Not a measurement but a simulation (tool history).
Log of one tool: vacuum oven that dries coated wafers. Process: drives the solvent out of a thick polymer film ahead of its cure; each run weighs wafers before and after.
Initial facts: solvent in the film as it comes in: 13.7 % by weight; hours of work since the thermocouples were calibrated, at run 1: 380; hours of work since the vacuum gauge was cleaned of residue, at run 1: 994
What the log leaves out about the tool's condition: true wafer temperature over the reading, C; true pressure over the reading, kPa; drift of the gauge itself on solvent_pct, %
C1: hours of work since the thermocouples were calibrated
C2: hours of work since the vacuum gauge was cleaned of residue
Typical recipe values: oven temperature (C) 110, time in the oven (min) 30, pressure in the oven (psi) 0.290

{"run": 1, "hour": 0.0, "oven temperature (C)": 110, "time in the oven (min)": 30, "pressure in the oven (psi)": 0.29, "C1": 380, "C2": 994, "solvent left in the film (%)": 1.74}
{"run": 2, "hour": 98.0, "oven temperature (C)": 110, "time in the oven (min)": 30, "pressure in the oven (psi)": 0.29, "C1": 423, "C2": 1037, "solvent left in the film (%)": 1.72}
{"run": 3, "hour": 200.1, "oven temperature (C)": 110, "time in the oven (min)": 30, "pressure in the oven (psi)": 0.29, "C1": 467, "C2": 1081, "solvent left in the film (%)": 1.73}
{"run": 4, "hour": 314.6, "oven temperature (C)": 110, "time in the oven (min)": 30, "pressure in the oven (psi)": 0.29, "C1": 518, "C2": 1131, "solvent left in the film (%)": 1.71}
{"run": 5, "hour": 406.9, "oven temperature (C)": 110, "time in the oven (min)": 24, "pressure in the oven (psi)": 0.29, "C1": 558, "C2": 1172, "solvent left in the film (%)": 2.22}
{"run": 6, "hour": 515.7, "oven temperature (C)": 110, "time in the oven (min)": 24, "pressure in the oven (psi)": 0.29, "C1": 605, "C2": 1219, "solvent left in the film (%)": 2.19}
{"run": 7, "hour": 605.7, "oven temperature (C)": 110, "time in the oven (min)": 24, "pressure in the oven (psi)": 0.29, "C1": 645, "C2": 1259, "solvent left in the film (%)": 2.2}
{"run": 8, "hour": 712.7, "oven temperature (C)": 110, "time in the oven (min)": 24, "pressure in the oven (psi)": 0.29, "C1": 692, "C2": 1305, "solvent left in the film (%)": 2.2}
{"run": 9, "hour": 764.5, "oven temperature (C)": 110, "time in the oven (min)": 24, "pressure in the oven (psi)": 0.29, "C1": 714, "C2": 1328, "solvent left in the film (%)": 2.22}
{"run": 10, "hour": 835.7, "oven temperature (C)": 110, "time in the oven (min)": 30, "pressure in the oven (psi)": 0.29, "C1": 745, "C2": 1359, "solvent left in the film (%)": 1.72}
{"run": 11, "hour": 930.8, "oven temperature (C)": 110, "time in the oven (min)": 30, "pressure in the oven (psi)": 0.29, "C1": 787, "C2": 1401, "solvent left in the film (%)": 1.72}
{"hour": 995.5, "done": "oven's thermocouples calibrated"}
{"run": 12, "hour": 1048.3, "oven temperature (C)": 110, "time in the oven (min)": 30, "pressure in the oven (psi)": 0.29, "C1": 23, "C2": 1451, "solvent left in the film (%)": 1.9}
{"hour": 1060.4, "done": "vacuum gauge cleaned of residue and calibrated"}
{"run": 13, "hour": 1112.8, "oven temperature (C)": 110, "time in the oven (min)": 30, "pressure in the oven (psi)": 0.29, "C1": 51, "C2": 23, "solvent left in the film (%)": 1.93}
{"run": 14, "hour": 1197.2, "oven temperature (C)": 117, "time in the oven (min)": 30, "pressure in the oven (psi)": 0.454, "C1": 88, "C2": 60, "solvent left in the film (%)": 1.73}
{"run": 15, "hour": 1310.7, "oven temperature (C)": 117, "time in the oven (min)": 30, "pressure in the oven (psi)": 0.454, "C1": 137, "C2": 109, "solvent left in the film (%)": 1.71}
{"run": 16, "hour": 1417.3, "oven temperature (C)": 106, "time in the oven (min)": 30, "pressure in the oven (psi)": 0.152, "C1": 184, "C2": 156, "solvent left in the film (%)": 1.93}
{"run": 17, "hour": 1504.9, "oven temperature (C)": 117, "time in the oven (min)": 30, "pressure in the oven (psi)": 0.29, "C1": 222, "C2": 194, "solvent left in the film (%)": 1.29}
{"run": 18, "hour": 1602.5, "oven temperature (C)": 117, "time in the oven (min)": 30, "pressure in the oven (psi)": 0.29, "C1": 265, "C2": 237, "solvent left in the film (%)": 1.3}
{"run": 19, "hour": 1665.4, "oven temperature (C)": 124, "time in the oven (min)": 29, "pressure in the oven (psi)": 0.893, "C1": 292, "C2": 265, "solvent left in the film (%)": 2.11}
{"hour": 1734.7, "done": "vacuum gauge cleaned of residue and calibrated, once more"}
{"run": 20, "hour": 1753.1, "oven temperature (C)": 111, "time in the oven (min)": 35, "pressure in the oven (psi)": 0.264, "C1": 330, "C2": 8, "solvent left in the film (%)": 1.25}
{"run": 21, "hour": 1862.9, "oven temperature (C)": 111, "time in the oven (min)": 35, "pressure in the oven (psi)": 0.264, "C1": 378, "C2": 56, "solvent left in the film (%)": 1.24}
{"run": 22, "hour": 1977.4, "oven temperature (C)": 117, "time in the oven (min)": 35, "pressure in the oven (psi)": 0.264, "C1": 428, "C2": 106, "solvent left in the film (%)": 0.88}
{"run": 23, "hour": 2043.2, "oven temperature (C)": 110, "time in the oven (min)": 16, "pressure in the oven (psi)": 1.083, "C1": 457, "C2": 135, "solvent left in the film (%)": 5.42}
{"run": 24, "hour": 2094.0, "oven temperature (C)": 110, "time in the oven (min)": 16, "pressure in the oven (psi)": 0.293, "C1": 479, "C2": 157, "solvent left in the film (%)": 3.4}

3 options for the next run, each taken on its own from the tool as it stands now. Forecast them:
{"run": "A", "hour": 2189.8, "oven temperature (C)": 114, "time in the oven (min)": 23, "pressure in the oven (psi)": 0.293, "C1": 521, "C2": 199, "solvent left in the film (%)": "?"}
{"run": "B", "hour": 2189.8, "oven temperature (C)": 123, "time in the oven (min)": 17, "pressure in the oven (psi)": 0.29, "C1": 521, "C2": 199, "solvent left in the film (%)": "?"}
{"run": "C", "hour": 2189.8, "oven temperature (C)": 99, "time in the oven (min)": 26, "pressure in the oven (psi)": 0.181, "C1": 521, "C2": 199, "solvent left in the film (%)": "?"}

run=A solvent_left_in_the_film_(%)=1.77
run=B solvent_left_in_the_film_(%)=1.54
run=C solvent_left_in_the_film_(%)=3.09
With no hidden state in the tool, these same runs would have given:
run=A solvent_left_in_the_film_(%)=1.88
run=B solvent_left_in_the_film_(%)=1.65
run=C solvent_left_in_the_film_(%)=3.25
